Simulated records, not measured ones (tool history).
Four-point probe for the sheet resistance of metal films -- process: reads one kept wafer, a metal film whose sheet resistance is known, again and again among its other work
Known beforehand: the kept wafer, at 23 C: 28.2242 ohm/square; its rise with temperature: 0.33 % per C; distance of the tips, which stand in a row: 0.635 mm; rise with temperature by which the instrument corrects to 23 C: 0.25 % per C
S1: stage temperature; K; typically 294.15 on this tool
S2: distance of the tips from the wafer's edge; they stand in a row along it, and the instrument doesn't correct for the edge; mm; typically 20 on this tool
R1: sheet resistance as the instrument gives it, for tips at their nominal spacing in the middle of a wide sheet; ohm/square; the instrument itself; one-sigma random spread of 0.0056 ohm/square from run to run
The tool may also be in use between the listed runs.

| run | hour | S1 | S2 | R1 |
|---|---|---|---|---|
| 1 | 0 | 294.15 | 20 | 28.179989 |
| 2 | 22.6 | 294.15 | 49 | 28.16172 |
| 3 | 48 | 294.15 | 49 | 28.164905 |
| 4 | 71.6 | 294.15 | 20 | 28.178817 |
| 5 | 89.8 | 294.15 | 20 | 28.167036 |
| 6 | 107.9 | 294.15 | 20 | 28.169797 |
| 7 | 124.2 | 294.15 | 20 | 28.167394 |
| 8 | 154.4 | 294.15 | 20 | 28.159051 |
| 9 | 173.8 | 294.15 | 9 | 28.227712 |
| 10 | 189.3 | 294.15 | 9 | 28.220249 |
| 11 | 219.9 | 294.15 | 31 | 28.158707 |
| 12 | 250.8 | 294.15 | 31 | 28.152862 |
| 13 | 269.1 | 294.15 | 31 | 28.149935 |
| 14 | 298.6 | 294.15 | 31 | 28.204081 |
| 15 | 317.1 | 294.15 | 31 | 28.199403 |
| 16 | 336.7 | 294.15 | 31 | 28.19258 |
| 17 | 359.6 | 294.15 | 31 | 28.201151 |
| 18 | 374.5 | 294.15 | 31 | 28.193624 |
| 19 | 390.1 | 294.15 | 31 | 28.196362 |
| 20 | 406.7 | 294.15 | 31 | 28.204499 |
| 21 | 424.4 | 294.15 | 31 | 28.193959 |
| 22 | 439.6 | 294.15 | 31 | 28.204246 |
| 23 | 462.8 | 294.15 | 9 | 28.267278 |
| 24 | 490.2 | 294.15 | 9 | 28.270092 |
| 25 | 510.2 | 294.15 | 9 | 28.270225 |
| 26 | 534.3 | 294.15 | 9 | 28.270573 |
| 27 | 555.5 | 308.15 | 12 | 28.49978 |
| 28 | 584 | 306.15 | 4 | 28.805576 |
| 29 | 609.1 | 306.15 | 4 | 28.810956 |
| 30 | 622 | 306.15 | 5 | 28.671468 |
| 31 | 640.6 | 306.15 | 5 | 28.660883 |
| 32 | 670.6 | 301.15 | 49 | 28.314247 |
| 33 | 690.4 | 304.15 | 18 | 28.396255 |
| 34 | 707.7 | 307.15 | 4 | 28.816392 |
| 35 | 727.6 | 307.15 | 4 | 28.806574 |
| 36 | 743.1 | 307.15 | 4 | 28.815072 |
| 37 | 767.1 | 307.15 | 4 | 28.809476 |
| 38 | 786.4 | 307.15 | 4 | 28.809893 |
| 39 | 802.6 | 294.15 | 5 | 28.419584 |
| 40 | 831.4 | 294.15 | 5 | 28.417735 |
| 41 | 849.7 | 306.15 | 41 | 28.40928 |
| 42 | 867 | 304.15 | 51 | 28.367074 |
| 43 | 897.3 | 304.15 | 51 | 28.368694 |
| 44 | 927.5 | 304.15 | 24 | 28.3682 |
| 45 | 953.3 | 304.15 | 24 | 28.376049 |

Put back what was entered between runs (1 entry, withheld): which listed runs does each sit between, and how does the hidden state differ from the listed run before to the listed run after?
In the gap between runs 13 and 14: stage's thermometer calibrated (hour 281)
  inner tips' distance over the nominal, %: 0.061 -> 0.059; wafer's true temperature over the reading, C: -0.59 -> -0.05
  measured value less the no-hidden-state value, R1: -0.035748 -> +0.013355 ohm/square

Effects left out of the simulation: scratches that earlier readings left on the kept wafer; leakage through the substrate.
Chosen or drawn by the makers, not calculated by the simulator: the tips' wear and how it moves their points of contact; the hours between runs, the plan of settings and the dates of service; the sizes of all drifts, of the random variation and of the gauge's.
